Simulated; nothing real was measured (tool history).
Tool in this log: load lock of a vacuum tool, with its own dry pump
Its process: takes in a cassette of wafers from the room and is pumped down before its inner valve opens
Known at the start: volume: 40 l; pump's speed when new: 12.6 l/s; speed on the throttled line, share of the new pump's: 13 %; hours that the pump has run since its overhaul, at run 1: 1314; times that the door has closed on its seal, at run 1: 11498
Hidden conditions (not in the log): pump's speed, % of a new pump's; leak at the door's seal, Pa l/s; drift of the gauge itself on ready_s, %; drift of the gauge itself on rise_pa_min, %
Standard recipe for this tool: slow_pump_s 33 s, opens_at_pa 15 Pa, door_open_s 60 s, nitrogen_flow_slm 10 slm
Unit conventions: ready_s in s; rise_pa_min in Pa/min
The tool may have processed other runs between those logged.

run    hour  slow_pump_s  opens_at_pa  door_open_s  nitrogen_flow_slm  hours that the pump has run since its overhaul  times that the door has closed on its seal  incoming humidity of the room's air, %  ready_s  rise_pa_min
  1       0           33           15           60                 10                                            1314                                       11498                                    45.3     56.3        0.085
  2   313.9           33           15           60                 10                                            1628                                       12341                                    46.3     56.5        0.087
  3   825.7           33           15           60                 10                                            2139                                       13716                                    46.3     58.2        0.092
  4  1297.3           33           15           60                 10                                            2611                                       14983                                    46.6     57.1        0.106
  5  1567.2           33           15           60                 10                                            2881                                       15707                                    44.8     57.4        0.105
  6  1889.6           33           15           60                 10                                            3203                                       16573                                    44.1     57.9         0.11
  7  2382.8           33           15           60                 10                                            3696                                       17898                                      47     57.5        0.124
  8  2635.7           33           15           60                 10                                            3949                                       18578                                    42.7     58.2        0.119
  9  3058.6           33           15           60                 10                                            4372                                       19713                                    47.7     57.6        0.148
 10  3630.7           33           15           60                 10                                            4944                                       21250                                    46.1     57.4        0.155
 11  3986.9           33           15           60                 12                                            5301                                       22207                                      49     58.3        0.166
 12  4534.7           33           15           60                 12                                            5848                                       23678                                    42.6     59.2        0.165
 13  5082.6           33           15           60                  6                                            6396                                       25150                                    41.8     59.1        0.204
 14  5372.8           33           15           60                  6                                            6686                                       25929                                    43.8     58.9        0.208
 15  5741.9           33           15           60                  6                                            7055                                       26920                                    44.9       60        0.215
 16  6121.6           25           14           51                  6                                            7435                                       27940                                    48.7     53.2        0.227
 17    6402           25           14           51                  6                                            7716                                       28693                                    42.9     53.1         0.23
 18  6697.1           43           10           60                 14                                            8011                                       29486                                    42.5     69.5        0.222
 19  7292.2           54           13           39                 10                                            8606                                       31084                                    45.3     79.1        0.256
 20  7834.8           31           23           60                 11                                            9148                                       32542                                    45.2     57.5        0.278
     8086.5  -- door's seal changed, seat wiped
 21  8340.7           60           20           60                 10                                            9653                                         682                                    40.6     82.1        0.034
 22  8874.2           60           20           60                 10                                           10186                                        2115                                    46.2     81.3        0.042
 23  9126.6           60           20           60                 10                                           10439                                        2793                                    42.9     81.9        0.049

Below are 5 alternative next runs, each starting from the tool's condition after run 23. Predict each:
  A  9496.8           60           10           60                 10                                           10809                                        3788                                    43.8        ?            ?
  B  9496.8           60           20          154                 31                                           10809                                        3788                                    46.5        ?            ?
  C  9496.8           60           14           60                 10                                           10809                                        3788                                    43.7        ?            ?
  D  9496.8           33           15           60                 18                                           10809                                        3788                                    46.7        ?            ?
  E  9496.8           60           19          192                 10                                           10809                                        3788                                    46.7        ?            ?

run  ready_s  rise_pa_min
  A     85.3        0.041
  B     83.3        0.035
  C     84.6        0.046
  D     59.8         0.04
  E     83.3         0.07
The same runs, with their run-to-run variation unchanged, on a tool lacking any hidden condition would have given:
run  ready_s  rise_pa_min
  A     82.1        0.029
  B     80.4        0.023
  C     81.6        0.034
  D     56.3        0.028
  E     80.4        0.059
